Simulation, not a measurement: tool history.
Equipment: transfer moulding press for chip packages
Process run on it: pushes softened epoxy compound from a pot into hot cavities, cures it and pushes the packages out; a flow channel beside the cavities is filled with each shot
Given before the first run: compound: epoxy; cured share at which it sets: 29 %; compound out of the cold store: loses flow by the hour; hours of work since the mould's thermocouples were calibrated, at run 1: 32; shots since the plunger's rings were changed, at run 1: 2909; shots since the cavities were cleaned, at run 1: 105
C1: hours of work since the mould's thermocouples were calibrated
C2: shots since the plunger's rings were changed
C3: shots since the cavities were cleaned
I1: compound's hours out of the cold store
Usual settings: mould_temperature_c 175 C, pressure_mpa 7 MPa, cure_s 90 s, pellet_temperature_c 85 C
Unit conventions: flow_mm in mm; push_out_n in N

{"run": 1, "hour": 0.0, "mould_temperature_c": 175, "pressure_mpa": 7, "cure_s": 90, "pellet_temperature_c": 85, "C1": 32, "C2": 2909, "C3": 105, "I1": 44.1, "flow_mm": 738, "push_out_n": 456}
{"run": 2, "hour": 6.1, "mould_temperature_c": 175, "pressure_mpa": 7, "cure_s": 90, "pellet_temperature_c": 85, "C1": 35, "C2": 2961, "C3": 157, "I1": 41.7, "flow_mm": 738, "push_out_n": 495}
{"run": 3, "hour": 13.5, "mould_temperature_c": 175, "pressure_mpa": 7, "cure_s": 90, "pellet_temperature_c": 85, "C1": 38, "C2": 3025, "C3": 221, "I1": 45.6, "flow_mm": 734, "push_out_n": 551}
{"run": 4, "hour": 19.6, "mould_temperature_c": 175, "pressure_mpa": 7, "cure_s": 90, "pellet_temperature_c": 85, "C1": 40, "C2": 3078, "C3": 274, "I1": 41.1, "flow_mm": 744, "push_out_n": 596}
{"run": 5, "hour": 30.5, "mould_temperature_c": 175, "pressure_mpa": 7, "cure_s": 90, "pellet_temperature_c": 85, "C1": 45, "C2": 3172, "C3": 368, "I1": 30.4, "flow_mm": 763, "push_out_n": 655}
{"run": 6, "hour": 42.5, "mould_temperature_c": 175, "pressure_mpa": 7, "cure_s": 90, "pellet_temperature_c": 85, "C1": 50, "C2": 3276, "C3": 472, "I1": 30, "flow_mm": 760, "push_out_n": 739}
{"run": 7, "hour": 50.8, "mould_temperature_c": 175, "pressure_mpa": 7, "cure_s": 90, "pellet_temperature_c": 85, "C1": 53, "C2": 3348, "C3": 544, "I1": 31.7, "flow_mm": 759, "push_out_n": 750}
{"run": 8, "hour": 57.8, "mould_temperature_c": 175, "pressure_mpa": 7, "cure_s": 81, "pellet_temperature_c": 85, "C1": 56, "C2": 3408, "C3": 604, "I1": 37.3, "flow_mm": 748, "push_out_n": 915}
{"run": 9, "hour": 69.1, "mould_temperature_c": 175, "pressure_mpa": 7, "cure_s": 81, "pellet_temperature_c": 85, "C1": 60, "C2": 3506, "C3": 702, "I1": 39.6, "flow_mm": 736, "push_out_n": 946}
{"hour": 74.3, "done": "plunger's sealing rings changed"}
{"run": 10, "hour": 82.7, "mould_temperature_c": 175, "pressure_mpa": 7, "cure_s": 81, "pellet_temperature_c": 85, "C1": 65, "C2": 73, "C3": 798, "I1": 42, "flow_mm": 772, "push_out_n": 977}
{"hour": 86.7, "done": "cavities cleaned with cleaning compound and waxed"}
{"run": 11, "hour": 93.0, "mould_temperature_c": 175, "pressure_mpa": 7, "cure_s": 81, "pellet_temperature_c": 85, "C1": 69, "C2": 149, "C3": 55, "I1": 16.1, "flow_mm": 828, "push_out_n": 562}
{"run": 12, "hour": 102.4, "mould_temperature_c": 175, "pressure_mpa": 6.78, "cure_s": 90, "pellet_temperature_c": 85, "C1": 72, "C2": 230, "C3": 136, "I1": 34.8, "flow_mm": 772, "push_out_n": 485}
{"run": 13, "hour": 108.9, "mould_temperature_c": 175, "pressure_mpa": 6.78, "cure_s": 90, "pellet_temperature_c": 85, "C1": 75, "C2": 286, "C3": 192, "I1": 11.9, "flow_mm": 828, "push_out_n": 567}
{"run": 14, "hour": 116.4, "mould_temperature_c": 175, "pressure_mpa": 6.78, "cure_s": 90, "pellet_temperature_c": 85, "C1": 78, "C2": 351, "C3": 257, "I1": 9.9, "flow_mm": 829, "push_out_n": 608}
{"run": 15, "hour": 129.9, "mould_temperature_c": 175, "pressure_mpa": 6.78, "cure_s": 90, "pellet_temperature_c": 85, "C1": 84, "C2": 468, "C3": 374, "I1": 46.6, "flow_mm": 748, "push_out_n": 673}
{"run": 16, "hour": 138.5, "mould_temperature_c": 175, "pressure_mpa": 8.28, "cure_s": 105, "pellet_temperature_c": 77, "C1": 87, "C2": 542, "C3": 448, "I1": 16.5, "flow_mm": 911, "push_out_n": 582}
{"run": 17, "hour": 144.7, "mould_temperature_c": 170, "pressure_mpa": 8.28, "cure_s": 120, "pellet_temperature_c": 77, "C1": 90, "C2": 595, "C3": 501, "I1": 17, "flow_mm": 931, "push_out_n": 612}
{"run": 18, "hour": 156.0, "mould_temperature_c": 173, "pressure_mpa": 7, "cure_s": 90, "pellet_temperature_c": 88, "C1": 94, "C2": 692, "C3": 598, "I1": 24.6, "flow_mm": 796, "push_out_n": 877}
{"run": 19, "hour": 165.8, "mould_temperature_c": 173, "pressure_mpa": 7, "cure_s": 103, "pellet_temperature_c": 81, "C1": 98, "C2": 777, "C3": 683, "I1": 29.1, "flow_mm": 791, "push_out_n": 651}
{"run": 20, "hour": 179.0, "mould_temperature_c": 173, "pressure_mpa": 7, "cure_s": 103, "pellet_temperature_c": 81, "C1": 104, "C2": 891, "C3": 797, "I1": 23.8, "flow_mm": 803, "push_out_n": 705}
{"hour": 182.2, "done": "cavities cleaned with cleaning compound and waxed"}
{"run": 21, "hour": 189.8, "mould_temperature_c": 173, "pressure_mpa": 7, "cure_s": 103, "pellet_temperature_c": 81, "C1": 108, "C2": 972, "C3": 66, "I1": 36.9, "flow_mm": 772, "push_out_n": 388}
{"run": 22, "hour": 195.8, "mould_temperature_c": 169, "pressure_mpa": 7, "cure_s": 106, "pellet_temperature_c": 95, "C1": 110, "C2": 1023, "C3": 117, "I1": 44.5, "flow_mm": 763, "push_out_n": 507}
{"run": 23, "hour": 209.1, "mould_temperature_c": 169, "pressure_mpa": 7, "cure_s": 109, "pellet_temperature_c": 94, "C1": 115, "C2": 1139, "C3": 233, "I1": 43.8, "flow_mm": 765, "push_out_n": 576}
{"run": 24, "hour": 216.7, "mould_temperature_c": 176, "pressure_mpa": 7, "cure_s": 98, "pellet_temperature_c": 81, "C1": 119, "C2": 1204, "C3": 298, "I1": 35.2, "flow_mm": 769, "push_out_n": 535}
{"run": 25, "hour": 222.7, "mould_temperature_c": 176, "pressure_mpa": 7, "cure_s": 98, "pellet_temperature_c": 81, "C1": 121, "C2": 1256, "C3": 350, "I1": 21.1, "flow_mm": 808, "push_out_n": 554}
{"run": 26, "hour": 228.6, "mould_temperature_c": 175, "pressure_mpa": 7, "cure_s": 114, "pellet_temperature_c": 94, "C1": 123, "C2": 1307, "C3": 401, "I1": 42.8, "flow_mm": 745, "push_out_n": 528}
{"run": 27, "hour": 236.5, "mould_temperature_c": 175, "pressure_mpa": 6.57, "cure_s": 70, "pellet_temperature_c": 94, "C1": 127, "C2": 1375, "C3": 469, "I1": 15.9, "flow_mm": 799, "push_out_n": 1317}
{"run": 28, "hour": 249.0, "mould_temperature_c": 175, "pressure_mpa": 6.57, "cure_s": 70, "pellet_temperature_c": 94, "C1": 132, "C2": 1483, "C3": 577, "I1": 8.4, "flow_mm": 821, "push_out_n": 1407}
{"run": 29, "hour": 258.2, "mould_temperature_c": 167, "pressure_mpa": 7.45, "cure_s": 90, "pellet_temperature_c": 85, "C1": 136, "C2": 1562, "C3": 656, "I1": 25.6, "flow_mm": 853, "push_out_n": 1372}

Below, some changes in flow_mm between adjacent runs. For each, the amount present without the hidden state too (settings, incoming material, random variation) and the amount remaining for the hidden state with gauge scatter not shared by both compared results:
Unlogged tool condition in this case: true mould temperature over the reading, C; pressure that reaches the compound, % of what is set; grip of the stained cavities, % over clean ones'; drift of the gauge itself on flow_mm, %; drift of the gauge itself on push_out_n, %.
Run 4 -> 5: no setting changed, nothing entered. flow_mm +19 mm: hidden state -2, all else +21.
Run 9 -> 10: plunger's sealing rings changed. flow_mm +36 mm: hidden state +34, all else +2.
Run 15 -> 16: pressure_mpa 6.78 -> 8.28, cure_s 90 -> 105, pellet_temperature_c 85 -> 77. flow_mm +163 mm: hidden state -2, all else +165.
Run 17 -> 18: mould_temperature_c 170 -> 173, pressure_mpa 8.28 -> 7, cure_s 120 -> 90, pellet_temperature_c 77 -> 88. flow_mm -135 mm: hidden state +0, all else -135.
